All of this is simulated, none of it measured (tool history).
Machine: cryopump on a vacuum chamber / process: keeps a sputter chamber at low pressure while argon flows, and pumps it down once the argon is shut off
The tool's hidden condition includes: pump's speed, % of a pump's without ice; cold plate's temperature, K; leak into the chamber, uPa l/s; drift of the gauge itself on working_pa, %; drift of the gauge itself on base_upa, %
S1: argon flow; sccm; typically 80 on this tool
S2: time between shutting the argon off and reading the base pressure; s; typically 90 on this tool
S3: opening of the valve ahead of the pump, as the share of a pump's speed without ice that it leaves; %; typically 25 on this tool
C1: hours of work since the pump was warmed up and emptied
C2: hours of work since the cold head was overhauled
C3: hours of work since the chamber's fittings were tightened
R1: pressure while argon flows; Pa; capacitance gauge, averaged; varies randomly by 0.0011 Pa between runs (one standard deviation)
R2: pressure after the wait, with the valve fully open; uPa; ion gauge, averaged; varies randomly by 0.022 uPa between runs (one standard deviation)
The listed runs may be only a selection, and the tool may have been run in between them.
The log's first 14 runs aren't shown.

run 15 hour=269.8 | S1=111 S2=90 S3=25 | C1=374 C2=374 C3=2506 | R1=0.3523 R2=1.64
run 16 hour=288.7 | S1=80 S2=90 S3=25 | C1=388 C2=388 C3=2520 | R1=0.2542 R2=1.67
run 17 hour=305.8 | S1=80 S2=90 S3=25 | C1=400 C2=400 C3=2532 | R1=0.2522 R2=1.63
run 18 hour=324.9 | S1=71 S2=153 S3=17 | C1=413 C2=413 C3=2546 | R1=0.3247 R2=1.53
run 19 hour=347.7 | S1=71 S2=153 S3=17 | C1=429 C2=429 C3=2562 | R1=0.3248 R2=1.52
run 20 hour=371.0 | S1=49 S2=90 S3=25 | C1=446 C2=446 C3=2578 | R1=0.1562 R2=1.66
run 21 hour=395.4 | S1=49 S2=90 S3=25 | C1=463 C2=463 C3=2596 | R1=0.1566 R2=1.81
run 22 hour=406.7 | S1=90 S2=45 S3=28 | C1=471 C2=471 C3=2604 | R1=0.2585 R2=2.11
run 23 hour=428.4 | S1=80 S2=40 S3=18 | C1=487 C2=487 C3=2619 | R1=0.3507 R2=2.25
run 24 hour=447.2 | S1=61 S2=40 S3=18 | C1=500 C2=500 C3=2632 | R1=0.2660 R2=2.22
run 25 hour=464.8 | S1=71 S2=90 S3=42 | C1=512 C2=512 C3=2645 | R1=0.1447 R2=1.84
run 26 hour=480.4 | S1=37 S2=132 S3=25 | C1=524 C2=524 C3=2656 | R1=0.1207 R2=1.69
run 27 hour=503.4 | S1=145 S2=90 S3=35 | C1=540 C2=540 C3=2672 | R1=0.3470 R2=1.82
run 28 hour=515.4 | S1=145 S2=90 S3=27 | C1=548 C2=548 C3=2681 | R1=0.4395 R2=1.79

Run 29 has not been measured yet. What should we expect?
run 29 hour=526.9 | S1=36 S2=227 S3=46 | C1=556 C2=556 C3=2689 | R1=? R2=?

{"run 29": {"R1": 0.0675, "R2": 1.53}}
Without the tool's hidden state the same run would have given R1 0.0579 Pa, R2 0.30 uPa.
